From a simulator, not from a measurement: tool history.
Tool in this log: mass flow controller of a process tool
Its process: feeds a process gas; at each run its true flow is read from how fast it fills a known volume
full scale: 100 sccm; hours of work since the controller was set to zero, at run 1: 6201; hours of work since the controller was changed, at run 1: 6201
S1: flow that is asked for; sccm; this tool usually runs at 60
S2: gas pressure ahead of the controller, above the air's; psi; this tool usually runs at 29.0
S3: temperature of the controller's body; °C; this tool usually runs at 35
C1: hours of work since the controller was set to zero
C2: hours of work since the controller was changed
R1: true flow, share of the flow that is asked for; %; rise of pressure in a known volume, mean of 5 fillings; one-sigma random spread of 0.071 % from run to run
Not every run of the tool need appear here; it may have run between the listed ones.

{"run": 1, "hour": 0.0, "S1": 60, "S2": 29.0, "S3": 35, "C1": 6201, "C2": 6201, "R1": 97.53}
{"run": 2, "hour": 280.1, "S1": 60, "S2": 29.0, "S3": 35, "C1": 6413, "C2": 6413, "R1": 97.41}
{"run": 3, "hour": 694.3, "S1": 60, "S2": 29.0, "S3": 35, "C1": 6726, "C2": 6726, "R1": 97.39}
{"run": 4, "hour": 1017.9, "S1": 60, "S2": 29.0, "S3": 35, "C1": 6971, "C2": 6971, "R1": 97.26}
{"run": 5, "hour": 1422.6, "S1": 60, "S2": 29.0, "S3": 35, "C1": 7277, "C2": 7277, "R1": 97.04}
{"hour": 1572.0, "done": "controller's zero set anew"}
{"run": 6, "hour": 1682.0, "S1": 60, "S2": 35.1, "S3": 35, "C1": 83, "C2": 7473, "R1": 95.71}
{"hour": 1947.3, "done": "controller exchanged for a calibrated one"}
{"run": 7, "hour": 2135.9, "S1": 60, "S2": 35.1, "S3": 35, "C1": 143, "C2": 143, "R1": 99.3}
{"run": 8, "hour": 2557.5, "S1": 60, "S2": 35.1, "S3": 35, "C1": 462, "C2": 462, "R1": 99.11}
{"run": 9, "hour": 2814.6, "S1": 60, "S2": 29.0, "S3": 35, "C1": 656, "C2": 656, "R1": 99.22}
{"run": 10, "hour": 3217.0, "S1": 12, "S2": 29.0, "S3": 35, "C1": 960, "C2": 960, "R1": 98.27}
{"run": 11, "hour": 3672.6, "S1": 12, "S2": 29.0, "S3": 35, "C1": 1305, "C2": 1305, "R1": 98.51}
{"run": 12, "hour": 3896.8, "S1": 12, "S2": 29.0, "S3": 35, "C1": 1475, "C2": 1475, "R1": 98.44}
{"run": 13, "hour": 4174.2, "S1": 23, "S2": 31.5, "S3": 35, "C1": 1684, "C2": 1684, "R1": 98.19}
{"run": 14, "hour": 4411.1, "S1": 86, "S2": 29.0, "S3": 33, "C1": 1864, "C2": 1864, "R1": 99.37}
{"run": 15, "hour": 4843.8, "S1": 17, "S2": 29.0, "S3": 29, "C1": 2191, "C2": 2191, "R1": 97.61}
{"run": 16, "hour": 5112.5, "S1": 45, "S2": 24.7, "S3": 36, "C1": 2394, "C2": 2394, "R1": 98.32}
{"run": 17, "hour": 5364.7, "S1": 24, "S2": 37.7, "S3": 35, "C1": 2585, "C2": 2585, "R1": 98.06}
{"run": 18, "hour": 5699.6, "S1": 83, "S2": 24.8, "S3": 35, "C1": 2838, "C2": 2838, "R1": 99.11}
{"run": 19, "hour": 5899.0, "S1": 60, "S2": 20.6, "S3": 35, "C1": 2989, "C2": 2989, "R1": 98.52}
{"run": 20, "hour": 6230.4, "S1": 23, "S2": 20.6, "S3": 21, "C1": 3240, "C2": 3240, "R1": 97.06}
{"run": 21, "hour": 6633.5, "S1": 23, "S2": 20.6, "S3": 21, "C1": 3545, "C2": 3545, "R1": 96.89}
{"run": 22, "hour": 6829.3, "S1": 23, "S2": 20.6, "S3": 21, "C1": 3693, "C2": 3693, "R1": 96.93}
{"run": 23, "hour": 7086.8, "S1": 13, "S2": 24.2, "S3": 32, "C1": 3887, "C2": 3887, "R1": 99.04}

Forecast each of these 5 alternatives for the next run:
{"run": "A", "hour": 7458.3, "S1": 11, "S2": 29.0, "S3": 20, "C1": 4168, "C2": 4168, "R1": "?"}
{"run": "B", "hour": 7458.3, "S1": 34, "S2": 37.7, "S3": 35, "C1": 4168, "C2": 4168, "R1": "?"}
{"run": "C", "hour": 7458.3, "S1": 98, "S2": 29.0, "S3": 22, "C1": 4168, "C2": 4168, "R1": "?"}
{"run": "D", "hour": 7458.3, "S1": 20, "S2": 35.7, "S3": 38, "C1": 4168, "C2": 4168, "R1": "?"}
{"run": "E", "hour": 7458.3, "S1": 14, "S2": 24.9, "S3": 37, "C1": 4168, "C2": 4168, "R1": "?"}

run=A R1=98.68
run=B R1=97.73
run=C R1=97.88
run=D R1=98.67
run=E R1=99.40
Without the tool's unlogged condition, the same runs would have read:
run=A R1=96.50
run=B R1=98.58
run=C R1=99.69
run=D R1=98.52
run=E R1=98.19
